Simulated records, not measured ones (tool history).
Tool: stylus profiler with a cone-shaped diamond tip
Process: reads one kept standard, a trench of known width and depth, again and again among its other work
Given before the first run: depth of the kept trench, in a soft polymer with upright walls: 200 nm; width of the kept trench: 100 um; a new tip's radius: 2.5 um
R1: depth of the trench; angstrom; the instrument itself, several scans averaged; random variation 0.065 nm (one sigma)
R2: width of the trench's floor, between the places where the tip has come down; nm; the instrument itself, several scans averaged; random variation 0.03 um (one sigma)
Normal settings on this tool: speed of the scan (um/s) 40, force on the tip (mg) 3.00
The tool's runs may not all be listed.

{"run": 1, "hour": 0.0, "speed of the scan (um/s)": 40, "force on the tip (mg)": 3.0, "R1": 2033.9, "R2": 97800}
{"run": 2, "hour": 16.7, "speed of the scan (um/s)": 40, "force on the tip (mg)": 3.0, "R1": 2033.3, "R2": 97820}
{"run": 3, "hour": 33.8, "speed of the scan (um/s)": 40, "force on the tip (mg)": 3.0, "R1": 2034.1, "R2": 97840}
{"run": 4, "hour": 44.7, "speed of the scan (um/s)": 40, "force on the tip (mg)": 3.0, "R1": 2033.3, "R2": 97800}
{"run": 5, "hour": 62.8, "speed of the scan (um/s)": 40, "force on the tip (mg)": 3.0, "R1": 2033.3, "R2": 97800}
{"run": 6, "hour": 78.5, "speed of the scan (um/s)": 40, "force on the tip (mg)": 5.05, "R1": 2046.3, "R2": 97830}
{"run": 7, "hour": 90.6, "speed of the scan (um/s)": 40, "force on the tip (mg)": 3.0, "R1": 2034.0, "R2": 97750}
{"run": 8, "hour": 99.5, "speed of the scan (um/s)": 40, "force on the tip (mg)": 3.0, "R1": 2032.6, "R2": 97810}
{"run": 9, "hour": 110.5, "speed of the scan (um/s)": 40, "force on the tip (mg)": 3.0, "R1": 2033.3, "R2": 97810}
{"run": 10, "hour": 119.5, "speed of the scan (um/s)": 40, "force on the tip (mg)": 3.15, "R1": 2033.9, "R2": 97780}
{"run": 11, "hour": 132.0, "speed of the scan (um/s)": 40, "force on the tip (mg)": 2.39, "R1": 2029.0, "R2": 97770}
{"run": 12, "hour": 144.5, "speed of the scan (um/s)": 40, "force on the tip (mg)": 3.0, "R1": 2033.8, "R2": 97790}
{"run": 13, "hour": 158.6, "speed of the scan (um/s)": 40, "force on the tip (mg)": 3.0, "R1": 2034.2, "R2": 97750}
{"run": 14, "hour": 179.1, "speed of the scan (um/s)": 40, "force on the tip (mg)": 3.0, "R1": 2033.6, "R2": 97710}
{"run": 15, "hour": 188.8, "speed of the scan (um/s)": 40, "force on the tip (mg)": 3.0, "R1": 2034.5, "R2": 97720}
{"run": 16, "hour": 201.9, "speed of the scan (um/s)": 40, "force on the tip (mg)": 3.0, "R1": 2034.2, "R2": 97790}
{"run": 17, "hour": 212.0, "speed of the scan (um/s)": 40, "force on the tip (mg)": 4.23, "R1": 2043.1, "R2": 97790}
{"run": 18, "hour": 223.6, "speed of the scan (um/s)": 40, "force on the tip (mg)": 1.68, "R1": 2022.7, "R2": 97670}
{"run": 19, "hour": 234.8, "speed of the scan (um/s)": 40, "force on the tip (mg)": 1.68, "R1": 2022.5, "R2": 97670}
{"run": 20, "hour": 247.5, "speed of the scan (um/s)": 40, "force on the tip (mg)": 1.68, "R1": 2022.4, "R2": 97660}
{"run": 21, "hour": 265.4, "speed of the scan (um/s)": 40, "force on the tip (mg)": 3.18, "R1": 2033.4, "R2": 97730}
{"hour": 267.6, "done": "height scale calibrated on a step standard"}
{"run": 22, "hour": 277.8, "speed of the scan (um/s)": 40, "force on the tip (mg)": 3.18, "R1": 2033.9, "R2": 97760}
{"run": 23, "hour": 292.7, "speed of the scan (um/s)": 40, "force on the tip (mg)": 4.38, "R1": 2043.0, "R2": 97780}
{"run": 24, "hour": 309.3, "speed of the scan (um/s)": 40, "force on the tip (mg)": 4.38, "R1": 2041.9, "R2": 97770}
{"run": 25, "hour": 321.2, "speed of the scan (um/s)": 26, "force on the tip (mg)": 5.71, "R1": 2050.1, "R2": 97780}
{"run": 26, "hour": 329.8, "speed of the scan (um/s)": 18, "force on the tip (mg)": 1.62, "R1": 2021.6, "R2": 97850}
{"run": 27, "hour": 343.2, "speed of the scan (um/s)": 91, "force on the tip (mg)": 1.6, "R1": 2021.1, "R2": 97310}
{"run": 28, "hour": 363.0, "speed of the scan (um/s)": 156, "force on the tip (mg)": 2.05, "R1": 2026.3, "R2": 97090}
{"run": 29, "hour": 377.1, "speed of the scan (um/s)": 34, "force on the tip (mg)": 2.08, "R1": 2024.0, "R2": 97720}
{"hour": 388.9, "done": "height scale calibrated on a step standard, once more"}
{"run": 30, "hour": 395.6, "speed of the scan (um/s)": 34, "force on the tip (mg)": 2.08, "R1": 2024.7, "R2": 97690}
{"run": 31, "hour": 412.7, "speed of the scan (um/s)": 109, "force on the tip (mg)": 1.1, "R1": 2016.0, "R2": 97030}
{"run": 32, "hour": 430.3, "speed of the scan (um/s)": 109, "force on the tip (mg)": 1.1, "R1": 2016.4, "R2": 97020}
{"run": 33, "hour": 439.8, "speed of the scan (um/s)": 42, "force on the tip (mg)": 2.65, "R1": 2030.7, "R2": 97680}
{"run": 34, "hour": 451.4, "speed of the scan (um/s)": 106, "force on the tip (mg)": 8.86, "R1": 2067.1, "R2": 97590}
{"run": 35, "hour": 466.9, "speed of the scan (um/s)": 131, "force on the tip (mg)": 1.9, "R1": 2023.2, "R2": 97110}
{"run": 36, "hour": 486.3, "speed of the scan (um/s)": 131, "force on the tip (mg)": 1.9, "R1": 2023.3, "R2": 97070}
{"run": 37, "hour": 498.1, "speed of the scan (um/s)": 128, "force on the tip (mg)": 3.9, "R1": 2039.6, "R2": 97370}
{"run": 38, "hour": 508.8, "speed of the scan (um/s)": 55, "force on the tip (mg)": 4.14, "R1": 2040.5, "R2": 97660}
{"run": 39, "hour": 525.9, "speed of the scan (um/s)": 55, "force on the tip (mg)": 4.14, "R1": 2040.4, "R2": 97590}
{"run": 40, "hour": 546.5, "speed of the scan (um/s)": 11, "force on the tip (mg)": 3.34, "R1": 2034.5, "R2": 97760}
{"run": 41, "hour": 556.3, "speed of the scan (um/s)": 57, "force on the tip (mg)": 1.27, "R1": 2016.4, "R2": 97420}
{"run": 42, "hour": 569.9, "speed of the scan (um/s)": 31, "force on the tip (mg)": 3.2, "R1": 2032.5, "R2": 97640}
{"run": 43, "hour": 584.6, "speed of the scan (um/s)": 79, "force on the tip (mg)": 2.66, "R1": 2030.2, "R2": 97470}
{"run": 44, "hour": 603.5, "speed of the scan (um/s)": 48, "force on the tip (mg)": 3.0, "R1": 2032.0, "R2": 97530}
{"run": 45, "hour": 621.9, "speed of the scan (um/s)": 48, "force on the tip (mg)": 3.0, "R1": 2032.4, "R2": 97540}

3 ways to go on from here, each from the tool as it stands after run 45. What would each give?
{"run": "A", "hour": 639.5, "speed of the scan (um/s)": 33, "force on the tip (mg)": 1.76, "R1": "?", "R2": "?"}
{"run": "B", "hour": 639.5, "speed of the scan (um/s)": 64, "force on the tip (mg)": 2.4, "R1": "?", "R2": "?"}
{"run": "C", "hour": 639.5, "speed of the scan (um/s)": 18, "force on the tip (mg)": 1.21, "R1": "?", "R2": "?"}

run=A R1=2022.6 R2=97660
run=B R1=2028.4 R2=97530
run=C R1=2017.9 R2=97680
With the hidden condition removed and each run's random variation left untouched, the same runs would have given:
run=A R1=2023.7 R2=97900
run=B R1=2029.5 R2=97760
run=C R1=2018.9 R2=97920
